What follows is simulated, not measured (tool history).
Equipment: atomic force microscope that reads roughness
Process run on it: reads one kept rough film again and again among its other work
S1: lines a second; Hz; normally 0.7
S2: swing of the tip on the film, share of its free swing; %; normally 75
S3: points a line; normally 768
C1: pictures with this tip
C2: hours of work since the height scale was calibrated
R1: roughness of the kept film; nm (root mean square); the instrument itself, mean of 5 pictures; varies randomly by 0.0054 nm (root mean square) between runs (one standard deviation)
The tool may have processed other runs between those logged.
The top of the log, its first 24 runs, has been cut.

Run 25, day 64.096: usual settings but S1 1.644 Hz, S2 70 %, S3 284; C1 234; C2 230. Result: R1 0.771 nm (root mean square).
At day 65.921: new tip fitted.
Run 26, day 67.396: usual settings but S1 1.984 Hz, S2 59 %, S3 311; C1 38; C2 268. Result: R1 0.887 nm (root mean square).
Run 27, day 70.012: usual settings but S1 1.984 Hz, S2 59 %, S3 311; C1 105; C2 299. Result: R1 0.862 nm (root mean square).
Run 28, day 72.112: usual settings but S1 2.394 Hz, S2 59 %, S3 311; C1 160; C2 323. Result: R1 0.812 nm (root mean square).
Run 29, day 74.583: usual settings but S1 1.656 Hz, S2 59 %, S3 306; C1 223; C2 352. Result: R1 0.806 nm (root mean square).
At day 76.754: new tip fitted.
Run 30, day 77.971: usual settings but S1 1.656 Hz, S2 59 %, S3 306; C1 31; C2 391. Result: R1 0.893 nm (root mean square).
Run 31, day 79.583: usual settings but S3 296; C1 73; C2 410. Result: R1 0.865 nm (root mean square).
Run 32, day 81.992: usual settings but S1 1.182 Hz; C1 135; C2 438. Result: R1 0.825 nm (root mean square).
Run 33, day 83.833: usual settings but S1 0.872 Hz; C1 183; C2 459. Result: R1 0.825 nm (root mean square).
Run 34, day 86.667: usual settings but S1 3.167 Hz, S3 293; C1 256; C2 492. Result: R1 0.681 nm (root mean square).
At day 87.538: new tip fitted.
Run 35, day 88.921: usual settings but S1 3.167 Hz, S2 71 %, S3 439; C1 36; C2 518. Result: R1 0.805 nm (root mean square).

Below are 5 alternative next runs, each starting from the tool's condition after run 35. Predict each:
Run A, day 90.492: usual settings but S1 3.247 Hz; C1 76; C2 537. Result: R1 ?.
Run B, day 90.492: usual settings but S1 1.641 Hz, S2 60 %, S3 903; C1 76; C2 537. Result: R1 ?.
Run C, day 90.492: usual settings but S1 0.818 Hz, S2 79 %, S3 548; C1 76; C2 537. Result: R1 ?.
Run D, day 90.492: usual settings but S1 3.151 Hz, S2 76 %, S3 288; C1 76; C2 537. Result: R1 ?.
Run E, day 90.492: usual settings but S1 0.61 Hz, S2 71 %, S3 384; C1 76; C2 537. Result: R1 ?.

run     R1
  A  0.771
  B  0.893
  C  0.875
  D  0.742
  E   0.89
Without the tool's unlogged condition, the same runs would have read:
run     R1
  A  0.801
  B  0.928
  C   0.91
  D  0.771
  E  0.925
